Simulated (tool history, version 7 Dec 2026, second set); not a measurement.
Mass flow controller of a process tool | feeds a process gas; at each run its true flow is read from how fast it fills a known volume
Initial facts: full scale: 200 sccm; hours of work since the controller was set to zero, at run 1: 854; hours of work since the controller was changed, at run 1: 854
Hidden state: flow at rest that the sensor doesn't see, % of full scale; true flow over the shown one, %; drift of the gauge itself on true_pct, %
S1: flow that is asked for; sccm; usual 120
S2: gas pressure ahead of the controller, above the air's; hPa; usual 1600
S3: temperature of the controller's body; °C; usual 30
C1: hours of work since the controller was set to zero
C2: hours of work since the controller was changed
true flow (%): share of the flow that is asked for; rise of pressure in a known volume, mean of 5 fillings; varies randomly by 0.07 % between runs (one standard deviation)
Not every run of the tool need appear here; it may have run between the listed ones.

{"run": 1, "hour": 0.0, "S1": 120, "S2": 1600, "S3": 30, "C1": 854, "C2": 854, "true flow (%)": 98.28}
{"run": 2, "hour": 238.8, "S1": 120, "S2": 2110, "S3": 30, "C1": 959, "C2": 959, "true flow (%)": 98.26}
{"run": 3, "hour": 368.8, "S1": 120, "S2": 2110, "S3": 30, "C1": 1017, "C2": 1017, "true flow (%)": 98.49}
{"run": 4, "hour": 556.5, "S1": 120, "S2": 2110, "S3": 30, "C1": 1099, "C2": 1099, "true flow (%)": 98.4}
{"run": 5, "hour": 820.8, "S1": 120, "S2": 2110, "S3": 30, "C1": 1216, "C2": 1216, "true flow (%)": 98.49}
{"run": 6, "hour": 1004.3, "S1": 120, "S2": 2110, "S3": 30, "C1": 1297, "C2": 1297, "true flow (%)": 98.37}
{"run": 7, "hour": 1126.2, "S1": 120, "S2": 2110, "S3": 30, "C1": 1351, "C2": 1351, "true flow (%)": 98.37}
{"run": 8, "hour": 1263.2, "S1": 148, "S2": 2110, "S3": 30, "C1": 1411, "C2": 1411, "true flow (%)": 98.83}
{"run": 9, "hour": 1519.6, "S1": 148, "S2": 1690, "S3": 30, "C1": 1524, "C2": 1524, "true flow (%)": 98.73}
{"run": 10, "hour": 1809.2, "S1": 148, "S2": 1690, "S3": 30, "C1": 1652, "C2": 1652, "true flow (%)": 98.83}
{"run": 11, "hour": 2016.9, "S1": 120, "S2": 1600, "S3": 30, "C1": 1743, "C2": 1743, "true flow (%)": 98.26}
{"run": 12, "hour": 2294.5, "S1": 120, "S2": 1600, "S3": 30, "C1": 1865, "C2": 1865, "true flow (%)": 98.22}
{"run": 13, "hour": 2426.1, "S1": 120, "S2": 1600, "S3": 30, "C1": 1923, "C2": 1923, "true flow (%)": 98.4}
{"run": 14, "hour": 2644.5, "S1": 120, "S2": 1600, "S3": 28, "C1": 2020, "C2": 2020, "true flow (%)": 98.5}
{"run": 15, "hour": 2819.1, "S1": 120, "S2": 1600, "S3": 30, "C1": 2097, "C2": 2097, "true flow (%)": 98.33}
{"run": 16, "hour": 3042.8, "S1": 120, "S2": 1600, "S3": 38, "C1": 2195, "C2": 2195, "true flow (%)": 97.71}
{"run": 17, "hour": 3227.1, "S1": 120, "S2": 1600, "S3": 38, "C1": 2277, "C2": 2277, "true flow (%)": 97.67}
{"run": 18, "hour": 3366.8, "S1": 120, "S2": 1600, "S3": 38, "C1": 2338, "C2": 2338, "true flow (%)": 97.61}
{"run": 19, "hour": 3525.8, "S1": 120, "S2": 1600, "S3": 38, "C1": 2408, "C2": 2408, "true flow (%)": 97.71}
{"run": 20, "hour": 3747.1, "S1": 120, "S2": 1600, "S3": 27, "C1": 2506, "C2": 2506, "true flow (%)": 98.69}
{"run": 21, "hour": 3950.5, "S1": 120, "S2": 1600, "S3": 27, "C1": 2595, "C2": 2595, "true flow (%)": 98.69}
{"run": 22, "hour": 4199.6, "S1": 120, "S2": 1600, "S3": 27, "C1": 2705, "C2": 2705, "true flow (%)": 98.6}
{"run": 23, "hour": 4453.3, "S1": 120, "S2": 1600, "S3": 27, "C1": 2817, "C2": 2817, "true flow (%)": 98.65}
{"run": 24, "hour": 4676.8, "S1": 120, "S2": 1600, "S3": 35, "C1": 2915, "C2": 2915, "true flow (%)": 97.8}
{"run": 25, "hour": 4843.7, "S1": 120, "S2": 1600, "S3": 30, "C1": 2989, "C2": 2989, "true flow (%)": 98.34}
{"run": 26, "hour": 5114.7, "S1": 145, "S2": 2300, "S3": 30, "C1": 3108, "C2": 3108, "true flow (%)": 99.06}
{"run": 27, "hour": 5363.7, "S1": 45, "S2": 2350, "S3": 25, "C1": 3218, "C2": 3218, "true flow (%)": 96.88}
{"run": 28, "hour": 5506.1, "S1": 63, "S2": 1710, "S3": 38, "C1": 3281, "C2": 3281, "true flow (%)": 96.31}
{"run": 29, "hour": 5767.7, "S1": 63, "S2": 1710, "S3": 38, "C1": 3396, "C2": 3396, "true flow (%)": 96.4}
{"run": 30, "hour": 5956.0, "S1": 28, "S2": 1470, "S3": 22, "C1": 3479, "C2": 3479, "true flow (%)": 95.73}
{"run": 31, "hour": 6178.8, "S1": 120, "S2": 1600, "S3": 21, "C1": 3577, "C2": 3577, "true flow (%)": 99.24}
{"run": 32, "hour": 6336.1, "S1": 21, "S2": 1410, "S3": 38, "C1": 3647, "C2": 3647, "true flow (%)": 93.3}
{"run": 33, "hour": 6623.6, "S1": 29, "S2": 1610, "S3": 28, "C1": 3774, "C2": 3774, "true flow (%)": 95.02}
{"run": 34, "hour": 6768.7, "S1": 120, "S2": 2270, "S3": 30, "C1": 3838, "C2": 3838, "true flow (%)": 98.51}
{"run": 35, "hour": 6982.1, "S1": 120, "S2": 2270, "S3": 30, "C1": 3932, "C2": 3932, "true flow (%)": 98.49}
{"run": 36, "hour": 7110.4, "S1": 25, "S2": 2270, "S3": 30, "C1": 3988, "C2": 3988, "true flow (%)": 94.5}
{"run": 37, "hour": 7294.9, "S1": 25, "S2": 2270, "S3": 30, "C1": 4069, "C2": 4069, "true flow (%)": 94.39}
{"run": 38, "hour": 7446.5, "S1": 120, "S2": 1600, "S3": 28, "C1": 4136, "C2": 4136, "true flow (%)": 98.58}
{"run": 39, "hour": 7622.2, "S1": 140, "S2": 1600, "S3": 22, "C1": 4214, "C2": 4214, "true flow (%)": 99.5}
{"run": 40, "hour": 7804.7, "S1": 140, "S2": 1600, "S3": 22, "C1": 4294, "C2": 4294, "true flow (%)": 99.51}
{"run": 41, "hour": 8066.9, "S1": 39, "S2": 1980, "S3": 22, "C1": 4410, "C2": 4410, "true flow (%)": 96.3}
{"run": 42, "hour": 8310.3, "S1": 104, "S2": 1740, "S3": 35, "C1": 4517, "C2": 4517, "true flow (%)": 97.7}
{"run": 43, "hour": 8510.0, "S1": 54, "S2": 1600, "S3": 39, "C1": 4605, "C2": 4605, "true flow (%)": 95.65}
{"run": 44, "hour": 8675.3, "S1": 120, "S2": 2480, "S3": 24, "C1": 4678, "C2": 4678, "true flow (%)": 99.14}
{"run": 45, "hour": 8941.9, "S1": 120, "S2": 2480, "S3": 24, "C1": 4795, "C2": 4795, "true flow (%)": 99.19}
{"run": 46, "hour": 9193.8, "S1": 45, "S2": 2390, "S3": 32, "C1": 4906, "C2": 4906, "true flow (%)": 95.85}
{"run": 47, "hour": 9416.1, "S1": 45, "S2": 2390, "S3": 32, "C1": 5004, "C2": 5004, "true flow (%)": 95.85}
{"run": 48, "hour": 9535.9, "S1": 45, "S2": 2390, "S3": 32, "C1": 5057, "C2": 5057, "true flow (%)": 95.96}
{"run": 49, "hour": 9748.3, "S1": 46, "S2": 1590, "S3": 30, "C1": 5151, "C2": 5151, "true flow (%)": 96.04}

Some steps in true flow (%) between neighbouring runs. How much of each would the tool show without its hidden state too (settings, what came in, random variation), and how much is left for the hidden state, with any gauge scatter that isn't in both results?
Run 31 -> 32: S1 120 -> 21, S2 1600 -> 1410, S3 21 -> 38. true flow (%) -5.94: hidden state -2.91, all else -3.03.
Run 35 -> 36: S1 120 -> 25. true flow (%) -3.99: hidden state -2.56, all else -1.43.
Run 37 -> 38: S1 25 -> 120, S2 2270 -> 1600, S3 30 -> 28. true flow (%) +4.19: hidden state +2.61, all else +1.58.

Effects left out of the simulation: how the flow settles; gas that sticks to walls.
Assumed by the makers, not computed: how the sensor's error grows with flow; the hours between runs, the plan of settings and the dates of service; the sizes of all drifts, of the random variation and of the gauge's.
